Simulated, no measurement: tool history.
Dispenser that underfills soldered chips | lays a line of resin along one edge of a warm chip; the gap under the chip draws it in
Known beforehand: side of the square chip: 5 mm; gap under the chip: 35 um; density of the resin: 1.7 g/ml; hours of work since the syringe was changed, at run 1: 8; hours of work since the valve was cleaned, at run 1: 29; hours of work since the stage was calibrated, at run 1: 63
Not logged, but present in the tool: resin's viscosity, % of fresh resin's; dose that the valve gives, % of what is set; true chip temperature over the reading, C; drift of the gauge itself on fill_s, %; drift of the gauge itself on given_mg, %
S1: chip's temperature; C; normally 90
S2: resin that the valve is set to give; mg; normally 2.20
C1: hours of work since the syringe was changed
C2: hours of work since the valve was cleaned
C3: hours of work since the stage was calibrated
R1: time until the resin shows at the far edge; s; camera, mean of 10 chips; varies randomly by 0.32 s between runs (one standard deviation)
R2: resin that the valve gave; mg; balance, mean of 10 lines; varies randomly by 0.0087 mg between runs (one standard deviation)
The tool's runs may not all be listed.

run	hour	S1	S2	C1	C2	C3	R1	R2
1	0.0	90	2.20	8	29	63	16.0	2.162
# hour 6.1: new syringe of resin
2	8.2	90	2.20	1	34	68	11.2	2.154
3	15.9	90	2.20	6	39	73	14.4	2.161
# hour 26.5: dispensing valve cleaned and set on the balance
# hour 27.6: new syringe of resin
4	30.2	90	2.20	2	2	81	11.3	2.186
5	41.4	78	2.20	8	9	87	26.8	2.178
# hour 47.6: new syringe of resin
6	50.9	90	2.20	2	15	93	11.9	2.188
7	66.1	90	2.20	11	24	102	18.9	2.168
# hour 67.4: new syringe of resin
8	73.3	90	2.20	4	28	107	13.0	2.159
9	83.7	90	2.20	10	34	113	17.4	2.156
# hour 87.4: new syringe of resin
10	97.6	83	2.45	6	43	121	19.2	2.381
# hour 102.0: dispensing valve cleaned and set on the balance
# hour 108.5: new syringe of resin
11	112.3	79	2.45	2	6	129	18.9	2.445
# hour 128.5: new syringe of resin
12	128.5	78	2.03	0	16	139	18.7	1.997
13	141.2	85	2.46	8	24	147	19.3	2.438
# hour 148.3: new syringe of resin
14	149.3	85	2.77	1	28	152	13.1	2.734
15	156.7	99	2.55	5	33	156	9.8	2.500

Each row is a separate what-if for the run after 15, all from the same tool condition, not one after another. Results?
# hour 168.0: new syringe of resin
A	168.1	90	2.20	0	40	163	?	?
# hour 168.0: new syringe of resin
B	168.1	88	2.55	0	40	163	?	?
# hour 168.0: new syringe of resin
C	168.1	89	2.06	0	40	163	?	?
# hour 168.0: new syringe of resin
D	168.1	76	2.14	0	40	163	?	?
# hour 168.0: new syringe of resin
E	168.1	104	2.07	0	40	163	?	?

run	R1	R2
A	10.6	2.144
B	11.6	2.481
C	11.2	2.003
D	20.1	2.091
E	6.1	2.017
The same runs, with their run-to-run variation unchanged, on a tool lacking any hidden condition would have given:
run	R1	R2
A	9.9	2.192
B	10.9	2.537
C	10.4	2.048
D	18.6	2.138
E	5.7	2.062

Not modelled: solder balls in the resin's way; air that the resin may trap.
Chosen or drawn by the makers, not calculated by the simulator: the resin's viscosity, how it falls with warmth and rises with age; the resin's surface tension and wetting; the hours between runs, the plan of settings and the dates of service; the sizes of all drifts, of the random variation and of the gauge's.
